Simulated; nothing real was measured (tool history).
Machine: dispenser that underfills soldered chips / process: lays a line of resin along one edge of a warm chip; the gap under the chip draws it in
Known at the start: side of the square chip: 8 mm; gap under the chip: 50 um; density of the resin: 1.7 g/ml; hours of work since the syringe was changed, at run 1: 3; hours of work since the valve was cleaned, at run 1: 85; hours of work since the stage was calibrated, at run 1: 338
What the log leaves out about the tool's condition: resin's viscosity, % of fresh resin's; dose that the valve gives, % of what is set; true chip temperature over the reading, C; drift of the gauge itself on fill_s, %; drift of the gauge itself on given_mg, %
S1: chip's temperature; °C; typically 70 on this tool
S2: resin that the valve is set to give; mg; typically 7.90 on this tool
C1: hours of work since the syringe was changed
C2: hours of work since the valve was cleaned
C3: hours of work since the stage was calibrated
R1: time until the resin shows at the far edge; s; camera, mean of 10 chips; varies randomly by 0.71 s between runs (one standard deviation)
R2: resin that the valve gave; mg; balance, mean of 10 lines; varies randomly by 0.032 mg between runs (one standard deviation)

{"run": 1, "hour": 0.0, "S1": 70, "S2": 7.9, "C1": 3, "C2": 85, "C3": 338, "R1": 66.5, "R2": 7.58}
{"hour": 6.2, "done": "new syringe of resin"}
{"run": 2, "hour": 10.3, "S1": 70, "S2": 7.9, "C1": 3, "C2": 92, "C3": 345, "R1": 66.9, "R2": 7.55}
{"hour": 15.5, "done": "new syringe of resin"}
{"run": 3, "hour": 21.6, "S1": 70, "S2": 7.9, "C1": 4, "C2": 100, "C3": 353, "R1": 71.6, "R2": 7.46}
{"hour": 25.2, "done": "new syringe of resin"}
{"hour": 34.9, "done": "new syringe of resin"}
{"run": 4, "hour": 36.5, "S1": 70, "S2": 7.9, "C1": 1, "C2": 110, "C3": 363, "R1": 60.9, "R2": 7.41}
{"hour": 44.2, "done": "new syringe of resin"}
{"run": 5, "hour": 48.2, "S1": 70, "S2": 7.9, "C1": 3, "C2": 119, "C3": 371, "R1": 66.1, "R2": 7.34}
{"hour": 54.3, "done": "new syringe of resin"}
{"hour": 63.6, "done": "new syringe of resin"}
{"run": 6, "hour": 64.1, "S1": 75, "S2": 7.9, "C1": 0, "C2": 130, "C3": 383, "R1": 48.0, "R2": 7.31}
{"hour": 73.7, "done": "new syringe of resin"}
{"run": 7, "hour": 80.9, "S1": 75, "S2": 7.9, "C1": 5, "C2": 141, "C3": 394, "R1": 61.3, "R2": 7.3}
{"hour": 82.7, "done": "new syringe of resin"}
{"hour": 85.3, "done": "dispensing valve cleaned and set on the balance"}
{"run": 8, "hour": 90.3, "S1": 82, "S2": 7.9, "C1": 5, "C2": 4, "C3": 400, "R1": 43.0, "R2": 7.87}
{"hour": 93.1, "done": "new syringe of resin"}
{"hour": 103.0, "done": "new syringe of resin"}
{"run": 9, "hour": 107.5, "S1": 82, "S2": 7.9, "C1": 3, "C2": 16, "C3": 412, "R1": 40.4, "R2": 7.9}
{"hour": 112.7, "done": "new syringe of resin"}
{"hour": 122.1, "done": "new syringe of resin"}
{"run": 10, "hour": 123.8, "S1": 82, "S2": 7.9, "C1": 1, "C2": 27, "C3": 424, "R1": 36.1, "R2": 7.81}
{"hour": 131.8, "done": "new syringe of resin"}
{"run": 11, "hour": 139.1, "S1": 70, "S2": 7.9, "C1": 5, "C2": 38, "C3": 434, "R1": 71.3, "R2": 7.79}
{"hour": 141.4, "done": "new syringe of resin"}
{"run": 12, "hour": 148.7, "S1": 70, "S2": 7.9, "C1": 5, "C2": 44, "C3": 441, "R1": 69.9, "R2": 7.8}
{"hour": 151.0, "done": "new syringe of resin"}
{"hour": 161.0, "done": "new syringe of resin"}
{"run": 13, "hour": 161.9, "S1": 70, "S2": 7.9, "C1": 1, "C2": 53, "C3": 450, "R1": 59.0, "R2": 7.75}
{"hour": 170.7, "done": "new syringe of resin"}
{"run": 14, "hour": 170.7, "S1": 55, "S2": 7.07, "C1": 0, "C2": 60, "C3": 456, "R1": 112.3, "R2": 6.84}
{"run": 15, "hour": 179.1, "S1": 79, "S2": 7.29, "C1": 6, "C2": 66, "C3": 462, "R1": 53.0, "R2": 7.02}
{"hour": 181.0, "done": "new syringe of resin"}
{"hour": 190.5, "done": "new syringe of resin"}
{"run": 16, "hour": 195.2, "S1": 70, "S2": 6.72, "C1": 3, "C2": 77, "C3": 474, "R1": 67.3, "R2": 6.46}
{"hour": 200.9, "done": "new syringe of resin"}
{"run": 17, "hour": 207.0, "S1": 70, "S2": 6.72, "C1": 4, "C2": 85, "C3": 482, "R1": 71.9, "R2": 6.4}
{"hour": 210.5, "done": "new syringe of resin"}
{"run": 18, "hour": 215.9, "S1": 70, "S2": 6.72, "C1": 4, "C2": 91, "C3": 488, "R1": 70.7, "R2": 6.38}
{"hour": 220.3, "done": "new syringe of resin"}
{"hour": 230.3, "done": "new syringe of resin"}
{"run": 19, "hour": 231.5, "S1": 70, "S2": 6.72, "C1": 1, "C2": 102, "C3": 499, "R1": 60.3, "R2": 6.35}
{"hour": 239.9, "done": "new syringe of resin"}
{"run": 20, "hour": 246.1, "S1": 70, "S2": 6.72, "C1": 4, "C2": 112, "C3": 509, "R1": 71.0, "R2": 6.32}
{"hour": 250.4, "done": "new syringe of resin"}
{"hour": 259.4, "done": "new syringe of resin"}
{"run": 21, "hour": 259.4, "S1": 62, "S2": 8.27, "C1": 0, "C2": 122, "C3": 518, "R1": 76.7, "R2": 7.76}
{"hour": 269.6, "done": "new syringe of resin"}
{"run": 22, "hour": 274.1, "S1": 62, "S2": 8.27, "C1": 3, "C2": 132, "C3": 529, "R1": 91.0, "R2": 7.66}
{"hour": 278.9, "done": "new syringe of resin"}
{"run": 23, "hour": 285.8, "S1": 70, "S2": 7.66, "C1": 5, "C2": 140, "C3": 537, "R1": 71.3, "R2": 7.1}
{"hour": 288.0, "done": "new syringe of resin"}
{"hour": 291.9, "done": "dispensing valve cleaned and set on the balance"}
{"hour": 298.3, "done": "new syringe of resin"}
{"run": 24, "hour": 302.1, "S1": 69, "S2": 7.08, "C1": 3, "C2": 7, "C3": 548, "R1": 67.1, "R2": 7.05}
{"hour": 307.8, "done": "new syringe of resin"}
{"run": 25, "hour": 310.9, "S1": 74, "S2": 7.08, "C1": 2, "C2": 13, "C3": 554, "R1": 50.8, "R2": 7.03}
{"hour": 317.5, "done": "new syringe of resin"}
{"run": 26, "hour": 320.0, "S1": 60, "S2": 8.87, "C1": 2, "C2": 20, "C3": 560, "R1": 89.3, "R2": 8.75}

What if the next run were any one of these 4? Each begins from the tool's condition after run 26:
{"hour": 326.7, "done": "new syringe of resin"}
{"run": "A", "hour": 327.1, "S1": 82, "S2": 7.9, "C1": 0, "C2": 25, "C3": 565, "R1": "?", "R2": "?"}
{"hour": 326.7, "done": "new syringe of resin"}
{"run": "B", "hour": 327.1, "S1": 60, "S2": 6.87, "C1": 0, "C2": 25, "C3": 565, "R1": "?", "R2": "?"}
{"hour": 326.7, "done": "new syringe of resin"}
{"run": "C", "hour": 327.1, "S1": 59, "S2": 9.13, "C1": 0, "C2": 25, "C3": 565, "R1": "?", "R2": "?"}
{"hour": 326.7, "done": "new syringe of resin"}
{"run": "D", "hour": 327.1, "S1": 67, "S2": 7.27, "C1": 0, "C2": 25, "C3": 565, "R1": "?", "R2": "?"}

run=A R1=32.6 R2=7.79
run=B R1=87.7 R2=6.85
run=C R1=87.1 R2=9.01
run=D R1=63.7 R2=7.13
Without the tool's unlogged condition, the same runs would have read:
run=A R1=37.8 R2=7.89
run=B R1=103.5 R2=6.93
run=C R1=103.1 R2=9.12
run=D R1=74.7 R2=7.22
